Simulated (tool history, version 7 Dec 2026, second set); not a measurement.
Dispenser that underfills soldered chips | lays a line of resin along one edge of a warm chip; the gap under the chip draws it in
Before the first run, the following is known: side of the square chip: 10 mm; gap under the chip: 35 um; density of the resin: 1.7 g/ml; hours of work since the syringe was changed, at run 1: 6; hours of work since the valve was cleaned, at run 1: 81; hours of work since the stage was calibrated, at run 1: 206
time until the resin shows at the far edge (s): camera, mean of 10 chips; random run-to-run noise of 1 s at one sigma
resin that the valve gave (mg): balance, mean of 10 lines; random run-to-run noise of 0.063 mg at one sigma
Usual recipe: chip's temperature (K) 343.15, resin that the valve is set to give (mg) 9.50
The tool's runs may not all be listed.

run   hour  chip's temperature (K)  resin that the valve is set to give (mg)  hours of work since the syringe was changed  hours of work since the valve was cleaned  hours of work since the stage was calibrated  time until the resin shows at the far edge (s)  resin that the valve gave (mg)
  1    0.0                  343.15                                      9.50                                            6                                         81                                           206                                           156.1                            8.83
       5.7  -- new syringe of resin
  2   11.6                  343.15                                      9.50                                            4                                         89                                           214                                           134.3                            8.66
      19.6  -- new syringe of resin
  3   26.5                  343.15                                      9.50                                            5                                         99                                           224                                           136.9                            8.74
      33.9  -- new syringe of resin
  4   40.1                  343.15                                      9.50                                            4                                        108                                           234                                           136.5                            8.46
      47.8  -- new syringe of resin
  5   55.5                  347.15                                      9.50                                            5                                        119                                           244                                           126.9                            8.52
      61.8  -- new syringe of resin
  6   67.4                  347.15                                      9.50                                            4                                        127                                           253                                           113.3                            8.52
      75.3  -- new syringe of resin
  7   81.2                  343.15                                      9.98                                            4                                        137                                           262                                           134.0                            8.73
      88.9  -- new syringe of resin
      96.7  -- dispensing valve cleaned and set on the balance
  8   96.7                  343.15                                      9.98                                            5                                          0                                           272                                           133.5                           10.05
     103.2  -- new syringe of resin
  9  106.4                  343.15                                      9.50                                            2                                          7                                           279                                           116.9                            9.47
     116.4  -- new syringe of resin
 10  116.4                  343.15                                      9.50                                            0                                         13                                           285                                            99.6                            9.39
 11  126.6                  343.15                                      9.50                                            7                                         21                                           293                                           166.8                            9.37
     130.1  -- new syringe of resin
 12  140.4                  329.15                                      9.50                                            7                                         30                                           302                                           311.3                            9.19
     143.4  -- new syringe of resin
 13  155.2                  329.15                                      9.50                                            8                                         40                                           312                                           319.8                            9.11
     157.1  -- new syringe of resin
 14  165.4                  329.15                                      9.50                                            6                                         47                                           319                                           269.8                            9.12
     171.5  -- new syringe of resin
 15  179.1                  329.15                                      9.50                                            5                                         57                                           329                                           269.4                            9.08
     185.0  -- new syringe of resin
 16  192.9                  329.15                                      9.50                                            6                                         66                                           338                                           275.5                            8.78
     199.1  -- new syringe of resin
 17  205.9                  329.15                                      9.50                                            5                                         75                                           347                                           262.5                            8.83
     212.9  -- new syringe of resin
 18  218.9                  333.15                                     11.99                                            4                                         84                                           356                                           202.8                           11.04
     226.4  -- new syringe of resin
 19  227.1                  336.15                                      8.86                                            0                                         90                                           362                                           142.1                            8.23
     239.9  -- new syringe of resin
 20  242.7                  336.15                                     11.56                                            2                                        100                                           372                                           152.0                           10.42
 21  250.6                  348.15                                      9.46                                            8                                        106                                           378                                           140.3                            8.47
     254.2  -- new syringe of resin
 22  262.6                  351.15                                      9.91                                            6                                        114                                           386                                           109.6                            8.83
     267.4  -- new syringe of resin
 23  274.5                  342.15                                      9.91                                            5                                        122                                           394                                           150.5                            8.74
     280.7  -- new syringe of resin
 24  289.0                  342.15                                      9.91                                            6                                        132                                           404                                           162.6                            8.69
     294.9  -- new syringe of resin
 25  295.9                  337.15                                      8.67                                            1                                        137                                           409                                           140.1                            7.57
     308.4  -- new syringe of resin
     310.5  -- dispensing valve cleaned and set on the balance
 26  311.1                  337.15                                      8.67                                            1                                          0                                           419                                           141.8                            8.62
 27  319.1                  337.15                                      8.67                                            7                                          6                                           424                                           212.7                            8.56
     322.9  -- new syringe of resin
 28  328.6                  338.15                                      9.60                                            4                                         13                                           431                                           166.0                            9.45
     336.2  -- new syringe of resin
 29  336.9                  337.15                                     12.05                                            0                                         18                                           436                                           132.0                           11.90
     349.5  -- new syringe of resin
 30  352.3                  337.15                                     12.05                                            2                                         29                                           447                                           148.1                           11.80
 31  359.1                  337.15                                     12.05                                            7                                         34                                           452                                           211.2                           11.58
     363.3  -- new syringe of resin
 32  373.4                  337.15                                     12.05                                            7                                         43                                           462                                           213.5                           11.53
     376.9  -- new syringe of resin
 33  388.0                  343.15                                     11.94                                            8                                         53                                           472                                           174.2                           11.28
     390.3  -- new syringe of resin
 34  399.4                  348.15                                      9.83                                            6                                         61                                           480                                           133.0                            9.28

Each row is a separate what-if for the run after 34, all from the same tool condition, not one after another. Results?
     404.2  -- new syringe of resin
  A  407.8                  348.15                                      9.83                                            3                                         67                                           485                                               ?                               ?
     404.2  -- new syringe of resin
  B  407.8                  340.15                                     10.85                                            3                                         67                                           485                                               ?                               ?
     404.2  -- new syringe of resin
  C  407.8                  331.15                                      9.75                                            3                                         67                                           485                                               ?                               ?

run  time until the resin shows at the far edge (s)  resin that the valve gave (mg)
  A                                            99.1                            9.24
  B                                           136.9                           10.20
  C                                           201.5                            8.97
Without the tool's unlogged condition, the same runs would have read:
run  time until the resin shows at the far edge (s)  resin that the valve gave (mg)
  A                                            77.0                            9.86
  B                                           106.3                           10.89
  C                                           155.5                            9.57
